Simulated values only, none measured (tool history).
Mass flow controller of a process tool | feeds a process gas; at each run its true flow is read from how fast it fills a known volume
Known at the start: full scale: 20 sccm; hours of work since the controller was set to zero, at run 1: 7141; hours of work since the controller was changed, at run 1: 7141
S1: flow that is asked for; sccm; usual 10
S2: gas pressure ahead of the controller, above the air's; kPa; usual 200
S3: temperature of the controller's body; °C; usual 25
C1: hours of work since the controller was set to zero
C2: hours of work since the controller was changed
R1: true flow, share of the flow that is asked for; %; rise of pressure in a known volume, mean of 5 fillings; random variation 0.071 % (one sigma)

run	hour	S1	S2	S3	C1	C2	R1
1	0.0	10	200	25	7141	7141	99.76
2	139.5	10	200	25	7229	7229	99.66
3	234.1	10	200	25	7288	7288	99.74
4	415.4	4	200	25	7401	7401	99.46
5	515.5	4	200	25	7464	7464	99.25
6	670.8	10	200	25	7561	7561	99.27
7	836.5	10	200	25	7664	7664	99.26
8	990.5	10	155	25	7761	7761	98.77
9	1184.9	10	155	25	7882	7882	98.73
10	1301.2	10	155	25	7955	7955	98.61
11	1534.6	10	200	25	8101	8101	98.46
# hour 1629.5: controller exchanged for a calibrated one
12	1695.3	10	200	25	41	41	98.49
13	1828.2	12	163	32	124	124	97.60
14	2061.8	10	200	33	270	270	97.45
15	2246.0	8	200	25	385	385	98.02
16	2397.2	17	200	28	480	480	97.76
17	2576.7	7	195	25	592	592	97.57
18	2774.6	11	141	24	716	716	97.37
19	2985.0	10	221	22	847	847	97.84
# hour 3043.7: gauge calibrated
20	3128.1	13	152	25	937	937	99.65
21	3354.7	3	156	40	1078	1078	97.84
22	3542.3	3	156	40	1195	1195	97.68

Measured less the same run without the tool's hidden state. The same run-to-run variation is in both; the gauge's scatter may not be:
The hidden state here: flow at rest that the sensor doesn't see, % of full scale; true flow over the shown one, %; drift of the gauge itself on true_pct, %.
run	R1
1	+0.00
2	-0.11
3	-0.19
4	-0.35
5	-0.43
6	-0.53
7	-0.68
8	-0.79
9	-0.95
10	-1.04
11	-1.22
12	-1.35
13	-1.45
14	-1.64
15	-1.80
16	-1.91
17	-2.05
18	-2.21
19	-2.39
20	-0.07
21	-0.25
22	-0.40
